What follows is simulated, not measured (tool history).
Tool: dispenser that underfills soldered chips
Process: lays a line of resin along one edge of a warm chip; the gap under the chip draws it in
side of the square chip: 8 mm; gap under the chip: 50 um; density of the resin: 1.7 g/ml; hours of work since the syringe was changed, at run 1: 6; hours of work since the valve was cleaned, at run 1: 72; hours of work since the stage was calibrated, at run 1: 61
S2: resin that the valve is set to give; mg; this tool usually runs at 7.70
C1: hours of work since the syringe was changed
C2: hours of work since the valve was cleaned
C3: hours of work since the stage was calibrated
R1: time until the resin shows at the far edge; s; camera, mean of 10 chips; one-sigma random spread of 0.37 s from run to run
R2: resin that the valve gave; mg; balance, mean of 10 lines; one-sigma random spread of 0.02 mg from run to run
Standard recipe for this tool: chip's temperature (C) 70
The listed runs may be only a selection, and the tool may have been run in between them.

run 1 hour=0.0 | chip's_temperature_(C)=70 S2=7.70 | C1=6 C2=72 C3=61 | R1=26.9 R2=7.53
-- hour=1.7 new syringe of resin
run 2 hour=3.5 | chip's_temperature_(C)=70 S2=7.70 | C1=1 C2=74 C3=63 | R1=22.9 R2=7.51
-- hour=7.8 dispensing valve cleaned and set on the balance
run 3 hour=10.1 | chip's_temperature_(C)=70 S2=7.97 | C1=5 C2=2 C3=67 | R1=26.4 R2=7.97
-- hour=13.4 new syringe of resin
run 4 hour=15.6 | chip's_temperature_(C)=70 S2=7.97 | C1=2 C2=6 C3=71 | R1=23.5 R2=7.98
run 5 hour=20.6 | chip's_temperature_(C)=70 S2=7.97 | C1=5 C2=9 C3=75 | R1=26.2 R2=7.95
-- hour=23.6 new syringe of resin
run 6 hour=24.6 | chip's_temperature_(C)=70 S2=7.70 | C1=1 C2=12 C3=78 | R1=22.6 R2=7.62
run 7 hour=27.9 | chip's_temperature_(C)=70 S2=7.70 | C1=3 C2=14 C3=80 | R1=23.7 R2=7.66
run 8 hour=31.7 | chip's_temperature_(C)=70 S2=7.70 | C1=6 C2=17 C3=83 | R1=26.7 R2=7.66
-- hour=33.9 new syringe of resin
run 9 hour=34.4 | chip's_temperature_(C)=70 S2=8.50 | C1=0 C2=19 C3=85 | R1=21.0 R2=8.47
run 10 hour=38.7 | chip's_temperature_(C)=70 S2=7.70 | C1=3 C2=22 C3=88 | R1=24.4 R2=7.62
run 11 hour=42.7 | chip's_temperature_(C)=70 S2=7.70 | C1=6 C2=25 C3=91 | R1=26.9 R2=7.65
-- hour=44.4 new syringe of resin
run 12 hour=46.5 | chip's_temperature_(C)=67 S2=7.70 | C1=2 C2=28 C3=93 | R1=24.3 R2=7.66
run 13 hour=51.4 | chip's_temperature_(C)=67 S2=7.70 | C1=5 C2=31 C3=97 | R1=28.4 R2=7.62
-- hour=54.8 new syringe of resin
run 14 hour=55.2 | chip's_temperature_(C)=70 S2=8.79 | C1=0 C2=34 C3=99 | R1=20.5 R2=8.70
run 15 hour=59.5 | chip's_temperature_(C)=70 S2=8.79 | C1=3 C2=37 C3=103 | R1=22.5 R2=8.65
run 16 hour=63.1 | chip's_temperature_(C)=70 S2=8.79 | C1=6 C2=40 C3=105 | R1=26.3 R2=8.71
-- hour=65.3 new syringe of resin
run 17 hour=69.0 | chip's_temperature_(C)=70 S2=8.79 | C1=3 C2=44 C3=109 | R1=22.7 R2=8.63
run 18 hour=73.9 | chip's_temperature_(C)=78 S2=8.22 | C1=6 C2=47 C3=113 | R1=19.8 R2=8.08
-- hour=75.7 new syringe of resin
run 19 hour=77.8 | chip's_temperature_(C)=68 S2=9.61 | C1=2 C2=50 C3=116 | R1=23.3 R2=9.44
run 20 hour=80.9 | chip's_temperature_(C)=68 S2=9.61 | C1=4 C2=52 C3=118 | R1=25.2 R2=9.42
run 21 hour=83.8 | chip's_temperature_(C)=76 S2=7.45 | C1=6 C2=54 C3=120 | R1=21.2 R2=7.29
-- hour=85.9 new syringe of resin
run 22 hour=88.3 | chip's_temperature_(C)=76 S2=7.45 | C1=2 C2=57 C3=123 | R1=18.7 R2=7.25
run 23 hour=93.6 | chip's_temperature_(C)=61 S2=7.21 | C1=6 C2=61 C3=127 | R1=36.8 R2=7.06
-- hour=96.2 new syringe of resin
run 24 hour=98.7 | chip's_temperature_(C)=77 S2=8.40 | C1=2 C2=65 C3=130 | R1=17.3 R2=8.18
run 25 hour=101.1 | chip's_temperature_(C)=77 S2=8.40 | C1=4 C2=66 C3=132 | R1=18.3 R2=8.23
run 26 hour=104.0 | chip's_temperature_(C)=60 S2=9.90 | C1=6 C2=69 C3=134 | R1=37.5 R2=9.66
-- hour=106.8 new syringe of resin
run 27 hour=108.1 | chip's_temperature_(C)=70 S2=8.50 | C1=1 C2=71 C3=137 | R1=21.7 R2=8.27
run 28 hour=112.2 | chip's_temperature_(C)=84 S2=7.70 | C1=4 C2=74 C3=140 | R1=14.3 R2=7.49
-- hour=116.6 dispensing valve cleaned and set on the balance
run 29 hour=117.3 | chip's_temperature_(C)=84 S2=6.87 | C1=7 C2=1 C3=143 | R1=17.3 R2=6.84
-- hour=118.5 new syringe of resin
run 30 hour=122.6 | chip's_temperature_(C)=60 S2=7.84 | C1=3 C2=4 C3=147 | R1=34.0 R2=7.84
run 31 hour=128.0 | chip's_temperature_(C)=57 S2=7.74 | C1=7 C2=8 C3=151 | R1=45.5 R2=7.71

What if the next run were any one of these 5? Each begins from the tool's condition after run 31:
-- hour=128.9 new syringe of resin
run A hour=131.2 | chip's_temperature_(C)=57 S2=6.76 | C1=2 C2=10 C3=153 | R1=? R2=?
-- hour=128.9 new syringe of resin
run B hour=131.2 | chip's_temperature_(C)=76 S2=7.53 | C1=2 C2=10 C3=153 | R1=? R2=?
-- hour=128.9 new syringe of resin
run C hour=131.2 | chip's_temperature_(C)=57 S2=7.48 | C1=2 C2=10 C3=153 | R1=? R2=?
-- hour=128.9 new syringe of resin
run D hour=131.2 | chip's_temperature_(C)=58 S2=9.55 | C1=2 C2=10 C3=153 | R1=? R2=?
-- hour=128.9 new syringe of resin
run E hour=131.2 | chip's_temperature_(C)=57 S2=6.74 | C1=2 C2=10 C3=153 | R1=? R2=?

run=A R1=37.2 R2=6.72
run=B R1=17.9 R2=7.50
run=C R1=37.4 R2=7.46
run=D R1=35.0 R2=9.50
run=E R1=38.3 R2=6.75
Without the tool's unlogged condition, the same runs would have read:
run=A R1=35.2 R2=6.75
run=B R1=16.9 R2=7.53
run=C R1=35.4 R2=7.49
run=D R1=33.2 R2=9.54
run=E R1=36.2 R2=6.78

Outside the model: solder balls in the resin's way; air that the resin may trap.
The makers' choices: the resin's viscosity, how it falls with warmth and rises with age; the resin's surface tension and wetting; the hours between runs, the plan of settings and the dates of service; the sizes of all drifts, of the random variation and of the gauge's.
